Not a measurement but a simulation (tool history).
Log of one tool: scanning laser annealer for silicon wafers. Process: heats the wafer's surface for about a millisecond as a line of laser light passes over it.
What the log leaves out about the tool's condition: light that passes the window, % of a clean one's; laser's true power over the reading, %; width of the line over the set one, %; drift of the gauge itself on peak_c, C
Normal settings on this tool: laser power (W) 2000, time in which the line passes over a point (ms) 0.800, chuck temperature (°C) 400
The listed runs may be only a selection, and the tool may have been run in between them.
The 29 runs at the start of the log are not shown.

run,hour,laser power (W),time in which the line passes over a point (ms),chuck temperature (°C),hours of work since the window was cleaned,hours of work since the power meter was calibrated,hours of work since the optics were aligned,highest temperature of the surface (°C)
30,329.6,1845,0.652,374,679,341,786,957
31,341.1,1769,0.699,400,688,350,795,970
32,356.1,2036,0.800,400,700,362,807,1127
33,366.6,2036,0.800,400,708,370,815,1123
34,380.2,2000,0.800,399,719,381,826,1107
35,391.4,1989,0.830,425,728,390,835,1141
36,400.0,1989,0.830,425,735,397,842,1141
37,413.4,1989,0.830,425,745,407,852,1135
38,427.8,1706,0.800,400,757,419,864,977
39,443.3,1706,0.887,400,769,431,876,1008
40,454.2,2030,0.761,424,778,440,885,1123
41,462.9,2030,0.761,424,785,447,892,1123

Alternative continuations, all from the tool just after run 41; predict every row:
A,470.6,2000,0.651,419,791,453,898,?
B,470.6,2000,0.812,373,791,453,898,?
C,470.6,2198,0.693,389,791,453,898,?

run,highest temperature of the surface (°C)
A,1056
B,1079
C,1128
Without the tool's hidden state the same runs would have given:
run,highest temperature of the surface (°C)
A,1106
B,1134
C,1185
